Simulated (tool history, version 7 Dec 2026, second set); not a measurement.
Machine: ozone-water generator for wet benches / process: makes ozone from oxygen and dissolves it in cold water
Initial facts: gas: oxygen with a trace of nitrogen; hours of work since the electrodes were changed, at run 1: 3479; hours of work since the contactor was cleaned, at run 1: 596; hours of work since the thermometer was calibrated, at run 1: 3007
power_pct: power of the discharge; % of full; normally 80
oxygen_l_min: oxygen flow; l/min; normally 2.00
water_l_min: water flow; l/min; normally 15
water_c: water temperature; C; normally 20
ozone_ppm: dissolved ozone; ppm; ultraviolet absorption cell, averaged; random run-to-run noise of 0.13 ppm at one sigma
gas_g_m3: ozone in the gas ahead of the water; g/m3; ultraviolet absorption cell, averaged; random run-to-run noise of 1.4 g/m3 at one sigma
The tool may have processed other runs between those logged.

run,hour,power_pct,oxygen_l_min,water_l_min,water_c,hours of work since the electrodes were changed,hours of work since the contactor was cleaned,hours of work since the thermometer was calibrated,ozone_ppm,gas_g_m3
1,0.0,80,2.00,15,20,3479,596,3007,13.4,260.3
2,92.0,80,2.00,13,20,3567,684,3095,15.2,259.6
3,201.6,80,2.00,13,20,3671,788,3200,15.4,256.1
4,336.6,80,2.00,13,20,3800,917,3329,15.2,256.7
5,439.7,80,2.00,15,20,3899,1016,3427,13.1,257.5
6,593.9,80,2.00,15,20,4046,1163,3574,13.3,257.1
7,761.2,80,2.00,15,20,4205,1322,3734,13.2,255.2
8,873.7,80,2.00,15,20,4313,1430,3841,13.4,257.3
9,978.2,80,2.00,11,20,4413,1530,3941,18.1,255.4
10,1084.4,80,2.00,11,20,4514,1631,4042,18.0,257.3
# hour 1110.8: water thermometer calibrated
11,1248.8,80,2.00,15,20,4670,1787,132,13.4,256.3
12,1411.3,80,2.00,15,20,4825,1942,287,13.2,257.8
13,1512.4,80,2.00,15,20,4922,2039,383,13.1,257.2
14,1681.4,71,2.00,15,20,5083,2200,545,12.3,240.9
15,1813.0,80,2.00,15,20,5209,2326,670,13.3,254.2
16,1900.4,80,2.00,15,20,5292,2409,754,13.2,256.1
17,2037.4,74,2.00,21,20,5423,2540,884,8.8,246.5
# hour 2107.5: contactor cleaned
18,2221.2,86,1.31,20,20,5595,109,1056,9.1,328.5
19,2338.1,41,1.13,17,18,5706,220,1168,7.2,241.2
20,2468.3,41,1.13,17,18,5831,344,1292,7.2,240.1
21,2554.7,41,1.13,17,18,5913,427,1374,7.0,239.8
22,2628.6,41,1.13,17,18,5984,497,1445,7.2,240.5
23,2744.9,41,1.13,17,18,6095,608,1556,7.0,239.3
24,2875.2,80,1.84,10,20,6219,733,1680,19.4,262.7
25,3009.8,80,1.84,10,20,6347,861,1809,19.7,263.4
26,3130.3,80,1.84,10,20,6462,976,1924,20.0,263.5
27,3247.4,80,1.84,10,20,6574,1088,2035,19.8,260.3
28,3397.0,80,1.84,10,20,6717,1231,2178,19.7,264.2
29,3564.2,80,1.84,10,20,6877,1390,2338,19.6,260.5
# hour 3657.4: gauge calibrated
30,3732.9,48,2.00,15,16,7038,1551,2499,10.8,197.7
31,3845.0,60,2.00,15,16,7145,1658,2606,11.7,220.3
32,3965.3,46,2.99,16,26,7259,1773,2721,9.0,158.6

Branching from run 32: 3 alternative next runs. What would each branch give?
A,4115.3,46,2.99,22,27,7403,1916,2864,?,?
B,4115.3,80,3.11,24,18,7403,1916,2864,?,?
C,4115.3,80,1.60,19,19,7403,1916,2864,?,?

run,ozone_ppm,gas_g_m3
A,6.5,157.6
B,8.6,207.7
C,9.8,286.4
What these runs would have given with no unlogged condition in the tool:
run,ozone_ppm,gas_g_m3
A,6.6,158.5
B,8.6,209.1
C,9.8,288.3
